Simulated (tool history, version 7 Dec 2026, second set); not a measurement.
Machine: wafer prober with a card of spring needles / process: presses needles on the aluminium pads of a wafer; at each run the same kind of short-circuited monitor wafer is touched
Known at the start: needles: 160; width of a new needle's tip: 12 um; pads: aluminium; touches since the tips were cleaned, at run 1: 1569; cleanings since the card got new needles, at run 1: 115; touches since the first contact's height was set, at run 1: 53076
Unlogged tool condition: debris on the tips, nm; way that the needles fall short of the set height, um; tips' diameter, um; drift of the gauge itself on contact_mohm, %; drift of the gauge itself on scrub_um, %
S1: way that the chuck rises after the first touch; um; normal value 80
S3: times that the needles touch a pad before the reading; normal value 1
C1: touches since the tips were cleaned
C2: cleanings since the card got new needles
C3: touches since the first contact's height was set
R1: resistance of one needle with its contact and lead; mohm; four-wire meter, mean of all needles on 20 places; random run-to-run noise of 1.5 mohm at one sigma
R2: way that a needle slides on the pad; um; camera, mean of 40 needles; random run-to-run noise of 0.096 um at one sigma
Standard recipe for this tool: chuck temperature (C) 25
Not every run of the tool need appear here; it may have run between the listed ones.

Run 1, hour 0: usual settings; C1 1569; C2 115; C3 53076. Result: R1 133 mohm, R2 22.14 um.
At hour 1.1: tips cleaned on abrasive film.
At hour 6: tips cleaned on abrasive film.
At hour 10.9: tips cleaned on abrasive film.
Run 2, hour 12.2: usual settings; C1 636; C2 118; C3 58801. Result: R1 135 mohm, R2 22.32 um.
At hour 15.3: tips cleaned on abrasive film.
At hour 20.4: tips cleaned on abrasive film.
At hour 24.8: tips cleaned on abrasive film.
Run 3, hour 24.8: usual settings; C1 0; C2 121; C3 64717. Result: R1 129 mohm, R2 22.04 um.
At hour 29.5: tips cleaned on abrasive film.
At hour 34.4: tips cleaned on abrasive film.
At hour 39.3: tips cleaned on abrasive film.
Run 4, hour 41.6: usual settings; C1 1100; C2 124; C3 72641. Result: R1 133 mohm, R2 22.21 um.
At hour 43.5: tips cleaned on abrasive film.
At hour 48.2: tips cleaned on abrasive film.
At hour 53.1: tips cleaned on abrasive film.
Run 5, hour 53.5: usual settings; C1 181; C2 127; C3 78208. Result: R1 135 mohm, R2 22.2 um.
At hour 57.5: tips cleaned on abrasive film.
At hour 62.5: tips cleaned on abrasive film.
Run 6, hour 62.5: usual settings but chuck temperature (C) 36; C1 0; C2 129; C3 82477. Result: R1 137 mohm, R2 22.11 um.
At hour 67.3: tips cleaned on abrasive film.
At hour 71.4: tips cleaned on abrasive film.
At hour 76.4: tips cleaned on abrasive film.
Run 7, hour 76.6: usual settings but chuck temperature (C) 36; C1 84; C2 132; C3 89100. Result: R1 136 mohm, R2 22 um.
At hour 80.6: tips cleaned on abrasive film.
At hour 85.4: tips cleaned on abrasive film.
At hour 90.2: tips cleaned on abrasive film.
Run 8, hour 93.8: usual settings but chuck temperature (C) 36; C1 1738; C2 135; C3 97242. Result: R1 135 mohm, R2 22.24 um.
At hour 94.9: tips cleaned on abrasive film.
At hour 99.8: tips cleaned on abrasive film.
At hour 104.6: tips cleaned on abrasive film.
Run 9, hour 104.6: usual settings but chuck temperature (C) 36; C1 0; C2 138; C3 102267. Result: R1 137 mohm, R2 22.25 um.
At hour 107.6: height of the first contact set anew.
At hour 109.7: tips cleaned on abrasive film.
At hour 114.7: tips cleaned on abrasive film.
Run 10, hour 117.9: usual settings but chuck temperature (C) 36; C1 1557; C2 140; C3 4865. Result: R1 134 mohm, R2 22.06 um.
At hour 119.7: tips cleaned on abrasive film.
At hour 124.5: tips cleaned on abrasive film.
At hour 129.3: tips cleaned on abrasive film.
Run 11, hour 130: usual settings but chuck temperature (C) 36; C1 359; C2 143; C3 10546. Result: R1 137 mohm, R2 22.27 um.
At hour 133.9: tips cleaned on abrasive film.
At hour 138.6: tips cleaned on abrasive film.
At hour 143.2: tips cleaned on abrasive film.
Run 12, hour 143.5: usual settings but chuck temperature (C) 36; C1 144; C2 146; C3 16869. Result: R1 137 mohm, R2 22.14 um.
At hour 147.5: tips cleaned on abrasive film.
At hour 151.9: tips cleaned on abrasive film.
Run 13, hour 155.2: usual settings but chuck temperature (C) 36; C1 1606; C2 148; C3 22407. Result: R1 133 mohm, R2 22.32 um.
At hour 156.2: tips cleaned on abrasive film.
At hour 161.2: tips cleaned on abrasive film.
At hour 165.6: tips cleaned on abrasive film.
Run 14, hour 168.9: usual settings; C1 1578; C2 151; C3 28841. Result: R1 131 mohm, R2 22.16 um.
At hour 169.8: tips cleaned on abrasive film.
At hour 174.9: tips cleaned on abrasive film.
Run 15, hour 176.4: usual settings but chuck temperature (C) 27; C1 713; C2 153; C3 32369. Result: R1 134 mohm, R2 22.22 um.
At hour 179.5: tips cleaned on abrasive film.
At hour 184.2: tips cleaned on abrasive film.
Run 16, hour 185.8: usual settings but chuck temperature (C) 27; C1 790; C2 155; C3 36791. Result: R1 133 mohm, R2 22.16 um.

Run 17 comes next. What will it give?
At hour 188.9: tips cleaned on abrasive film.
At hour 193.7: tips cleaned on abrasive film.
At hour 198: tips cleaned on abrasive film.
Run 17, hour 198: usual settings but S1 78 um, chuck temperature (C) 37; C1 0; C2 158; C3 42528. Result: R1 ?, R2 ?.

{"run 17": {"R1": 133, "R2": 21.76}}
With the hidden condition absent and the run-to-run variation left alone, this run would have shown R1 133 mohm, R2 21.77 um.
